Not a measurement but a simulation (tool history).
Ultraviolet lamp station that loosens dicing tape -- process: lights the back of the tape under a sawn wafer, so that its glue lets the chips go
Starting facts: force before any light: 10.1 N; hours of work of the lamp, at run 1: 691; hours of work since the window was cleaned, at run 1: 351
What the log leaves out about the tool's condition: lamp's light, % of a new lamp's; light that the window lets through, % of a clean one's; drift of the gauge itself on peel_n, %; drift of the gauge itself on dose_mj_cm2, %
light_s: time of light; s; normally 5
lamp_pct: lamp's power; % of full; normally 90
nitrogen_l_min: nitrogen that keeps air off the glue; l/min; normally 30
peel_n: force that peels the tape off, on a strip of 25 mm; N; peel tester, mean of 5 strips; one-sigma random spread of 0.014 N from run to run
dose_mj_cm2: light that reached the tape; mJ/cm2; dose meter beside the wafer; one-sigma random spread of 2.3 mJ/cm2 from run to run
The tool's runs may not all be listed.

run   hour  light_s  lamp_pct  nitrogen_l_min  hours of work of the lamp  hours of work since the window was cleaned  peel_n  dose_mj_cm2
  1    0.0        5        90              30                        691                                         351   0.936          193
  2   22.1        5        90              30                        704                                         363   0.958          191
  3   43.2        5        90              30                        715                                         375   0.934          190
  4   74.4        5        90              56                        732                                         392   0.639          190
  5  103.2        5        90              56                        748                                         408   0.664          189
  6  125.3        3        90              30                        761                                         420   2.323          117
  7  160.6        3        90              30                        780                                         440   2.484          111
  8  196.3        3        90              22                        800                                         459   2.913          105
  9  234.3        3        90              22                        821                                         480   2.692          108
     268.3  -- window cleaned of glue's vapour
 10  268.3        5        90              30                        839                                           0   0.856          197
 11  317.1        5        90              30                        866                                          27   0.894          199
 12  367.1        5        90              30                        894                                          55   0.884          199
 13  409.1        5        90              30                        917                                          78   0.929          194
 14  450.2        5        90              30                        939                                         100   0.927          199
 15  479.5        5        90              30                        956                                         117   0.926          191
 16  525.9        5        77              10                        981                                         142   2.610          163
 17  561.6        5        67              13                       1001                                         162   2.807          138
 18  600.7        3        71              18                       1023                                         183   3.839           87
 19  625.3        3        71              18                       1036                                         197   3.918           88
 20  656.4        3        77              30                       1053                                         214   2.814           94
 21  684.6        3        90              33                       1069                                         230   2.330          113
 22  709.7        3        90              33                       1083                                         244   2.325          111
 23  753.9       10        90              33                       1107                                         268   0.253          370
 24  775.2       10        90              11                       1119                                         280   0.557          370
 25  821.9        3        90              28                       1145                                         305   2.624          108
 26  872.1        5        97              54                       1172                                         333   0.664          194
 27  919.3        6        65              31                       1198                                         359   1.428          153
 28  945.5        6        65              31                       1213                                         374   1.443          153
 29  973.2        6        65              31                       1228                                         389   1.405          154

Each row is a separate what-if for the run after 29, all from the same tool condition, not one after another. Results?
  A  999.2        6        90              30                       1242                                         403       ?            ?
  B  999.2        5        75              30                       1242                                         403       ?            ?
  C  999.2        3        90              30                       1242                                         403       ?            ?
  D  999.2        7        78              39                       1242                                         403       ?            ?
  E  999.2        6        64              31                       1242                                         403       ?            ?

run  peel_n  dose_mj_cm2
  A   0.776          213
  B   1.588          145
  C   2.593          105
  D   0.640          215
  E   1.480          150
With the hidden condition removed and each run's random variation left untouched, the same runs would have given:
run  peel_n  dose_mj_cm2
  A   0.427          281
  B   0.929          193
  C   1.707          140
  D   0.355          284
  E   0.855          199
